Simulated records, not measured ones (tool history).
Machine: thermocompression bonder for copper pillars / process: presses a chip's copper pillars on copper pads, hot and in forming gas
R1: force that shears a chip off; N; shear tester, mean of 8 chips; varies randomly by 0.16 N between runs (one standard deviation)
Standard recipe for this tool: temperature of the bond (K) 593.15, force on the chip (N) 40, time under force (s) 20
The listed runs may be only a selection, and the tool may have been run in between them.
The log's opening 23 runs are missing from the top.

{"run": 24, "hour": 317.1, "temperature of the bond (K)": 593.15, "force on the chip (N)": 38, "time under force (s)": 20, "R1": 59.1}
{"run": 25, "hour": 329.9, "temperature of the bond (K)": 593.15, "force on the chip (N)": 38, "time under force (s)": 20, "R1": 59.2}
{"run": 26, "hour": 341.3, "temperature of the bond (K)": 580.15, "force on the chip (N)": 38, "time under force (s)": 36, "R1": 66.5}
{"run": 27, "hour": 358.8, "temperature of the bond (K)": 593.15, "force on the chip (N)": 59, "time under force (s)": 39, "R1": 95.3}
{"run": 28, "hour": 369.5, "temperature of the bond (K)": 593.15, "force on the chip (N)": 59, "time under force (s)": 39, "R1": 95.3}
{"run": 29, "hour": 385.5, "temperature of the bond (K)": 567.15, "force on the chip (N)": 25, "time under force (s)": 12, "R1": 27.8}
{"run": 30, "hour": 395.0, "temperature of the bond (K)": 567.15, "force on the chip (N)": 25, "time under force (s)": 12, "R1": 27.8}
{"run": 31, "hour": 406.3, "temperature of the bond (K)": 567.15, "force on the chip (N)": 25, "time under force (s)": 12, "R1": 27.8}
{"hour": 420.2, "done": "gauge calibrated"}
{"run": 32, "hour": 420.3, "temperature of the bond (K)": 567.15, "force on the chip (N)": 25, "time under force (s)": 12, "R1": 27.7}
{"run": 33, "hour": 428.6, "temperature of the bond (K)": 593.15, "force on the chip (N)": 40, "time under force (s)": 17, "R1": 57.1}
{"run": 34, "hour": 440.5, "temperature of the bond (K)": 593.15, "force on the chip (N)": 40, "time under force (s)": 17, "R1": 56.8}
{"run": 35, "hour": 454.0, "temperature of the bond (K)": 593.15, "force on the chip (N)": 37, "time under force (s)": 20, "R1": 57.6}
{"run": 36, "hour": 467.4, "temperature of the bond (K)": 582.15, "force on the chip (N)": 40, "time under force (s)": 20, "R1": 55.5}
{"run": 37, "hour": 475.5, "temperature of the bond (K)": 605.15, "force on the chip (N)": 26, "time under force (s)": 21, "R1": 50.2}
{"run": 38, "hour": 494.9, "temperature of the bond (K)": 564.15, "force on the chip (N)": 26, "time under force (s)": 21, "R1": 35.0}
{"run": 39, "hour": 508.2, "temperature of the bond (K)": 616.15, "force on the chip (N)": 40, "time under force (s)": 26, "R1": 77.1}

Consider 5 possible next runs. They are alternatives, not a sequence: every one starts from the tool as it was left by run 39. What does each give?
{"run": "A", "hour": 519.7, "temperature of the bond (K)": 598.15, "force on the chip (N)": 31, "time under force (s)": 17, "R1": "?"}
{"run": "B", "hour": 519.7, "temperature of the bond (K)": 620.15, "force on the chip (N)": 27, "time under force (s)": 20, "R1": "?"}
{"run": "C", "hour": 519.7, "temperature of the bond (K)": 593.15, "force on the chip (N)": 45, "time under force (s)": 12, "R1": "?"}
{"run": "D", "hour": 519.7, "temperature of the bond (K)": 616.15, "force on the chip (N)": 31, "time under force (s)": 28, "R1": "?"}
{"run": "E", "hour": 519.7, "temperature of the bond (K)": 564.15, "force on the chip (N)": 46, "time under force (s)": 26, "R1": "?"}

run=A R1=49.7
run=B R1=56.2
run=C R1=54.4
run=D R1=67.9
run=E R1=58.7
Had the tool no hidden state, the same runs would have come out as:
run=A R1=49.5
run=B R1=56.0
run=C R1=54.2
run=D R1=67.7
run=E R1=58.5
